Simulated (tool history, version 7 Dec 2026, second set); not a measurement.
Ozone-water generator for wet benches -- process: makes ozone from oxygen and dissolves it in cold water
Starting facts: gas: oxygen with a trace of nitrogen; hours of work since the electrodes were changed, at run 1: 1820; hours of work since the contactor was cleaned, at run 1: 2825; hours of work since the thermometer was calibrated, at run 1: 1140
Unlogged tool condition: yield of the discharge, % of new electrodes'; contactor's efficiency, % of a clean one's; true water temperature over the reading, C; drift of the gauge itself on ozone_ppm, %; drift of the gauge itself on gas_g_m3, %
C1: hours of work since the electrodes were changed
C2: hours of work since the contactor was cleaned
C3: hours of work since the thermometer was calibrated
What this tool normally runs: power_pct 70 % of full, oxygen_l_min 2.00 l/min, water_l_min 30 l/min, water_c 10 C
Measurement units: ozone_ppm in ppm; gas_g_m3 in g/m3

{"run": 1, "hour": 0.0, "power_pct": 70, "oxygen_l_min": 2.0, "water_l_min": 30, "water_c": 10, "C1": 1820, "C2": 2825, "C3": 1140, "ozone_ppm": 7.6, "gas_g_m3": 208.7}
{"run": 2, "hour": 23.8, "power_pct": 70, "oxygen_l_min": 2.0, "water_l_min": 30, "water_c": 10, "C1": 1844, "C2": 2849, "C3": 1164, "ozone_ppm": 7.6, "gas_g_m3": 207.1}
{"run": 3, "hour": 49.7, "power_pct": 70, "oxygen_l_min": 2.0, "water_l_min": 30, "water_c": 10, "C1": 1870, "C2": 2874, "C3": 1189, "ozone_ppm": 7.6, "gas_g_m3": 207.3}
{"run": 4, "hour": 88.5, "power_pct": 70, "oxygen_l_min": 2.0, "water_l_min": 30, "water_c": 10, "C1": 1908, "C2": 2913, "C3": 1228, "ozone_ppm": 7.7, "gas_g_m3": 206.9}
{"hour": 95.8, "done": "contactor cleaned"}
{"run": 5, "hour": 125.1, "power_pct": 70, "oxygen_l_min": 1.25, "water_l_min": 30, "water_c": 10, "C1": 1941, "C2": 29, "C3": 1260, "ozone_ppm": 7.0, "gas_g_m3": 282.4}
{"run": 6, "hour": 166.5, "power_pct": 41, "oxygen_l_min": 2.0, "water_l_min": 30, "water_c": 10, "C1": 1982, "C2": 70, "C3": 1302, "ozone_ppm": 4.7, "gas_g_m3": 132.9}
{"run": 7, "hour": 200.2, "power_pct": 41, "oxygen_l_min": 2.0, "water_l_min": 30, "water_c": 10, "C1": 2016, "C2": 104, "C3": 1335, "ozone_ppm": 5.0, "gas_g_m3": 131.8}
{"run": 8, "hour": 228.1, "power_pct": 41, "oxygen_l_min": 2.54, "water_l_min": 44, "water_c": 10, "C1": 2043, "C2": 132, "C3": 1363, "ozone_ppm": 3.2, "gas_g_m3": 112.9}
{"run": 9, "hour": 255.6, "power_pct": 41, "oxygen_l_min": 2.54, "water_l_min": 44, "water_c": 10, "C1": 2071, "C2": 159, "C3": 1390, "ozone_ppm": 3.3, "gas_g_m3": 112.7}
{"hour": 275.8, "done": "contactor cleaned, once more"}
{"run": 10, "hour": 280.4, "power_pct": 83, "oxygen_l_min": 2.1, "water_l_min": 30, "water_c": 10, "C1": 2091, "C2": 5, "C3": 1411, "ozone_ppm": 9.2, "gas_g_m3": 229.4}
{"run": 11, "hour": 307.8, "power_pct": 83, "oxygen_l_min": 2.1, "water_l_min": 30, "water_c": 10, "C1": 2119, "C2": 32, "C3": 1438, "ozone_ppm": 9.2, "gas_g_m3": 229.5}

For each entry between runs, how does the tool's hidden state at the last listed run before it compare with that at the first listed run after it?
In the gap between runs 4 and 5: contactor cleaned (hour 95.8)
  yield of the discharge, % of new electrodes': 95.8 -> 95.7; contactor's efficiency, % of a clean one's: 93.9 -> 91.4
  measured value less the no-hidden-state value, ozone_ppm: -0.6 -> -0.6 ppm; gas_g_m3: -9.0 -> -12.6 g/m3
In the gap between runs 9 and 10: contactor cleaned, once more (hour 275.8)
  contactor's efficiency, % of a clean one's: 91.2 -> 99.8
  measured value less the no-hidden-state value, ozone_ppm: -0.3 -> -0.5 ppm; gas_g_m3: -2.9 -> -12.7 g/m3

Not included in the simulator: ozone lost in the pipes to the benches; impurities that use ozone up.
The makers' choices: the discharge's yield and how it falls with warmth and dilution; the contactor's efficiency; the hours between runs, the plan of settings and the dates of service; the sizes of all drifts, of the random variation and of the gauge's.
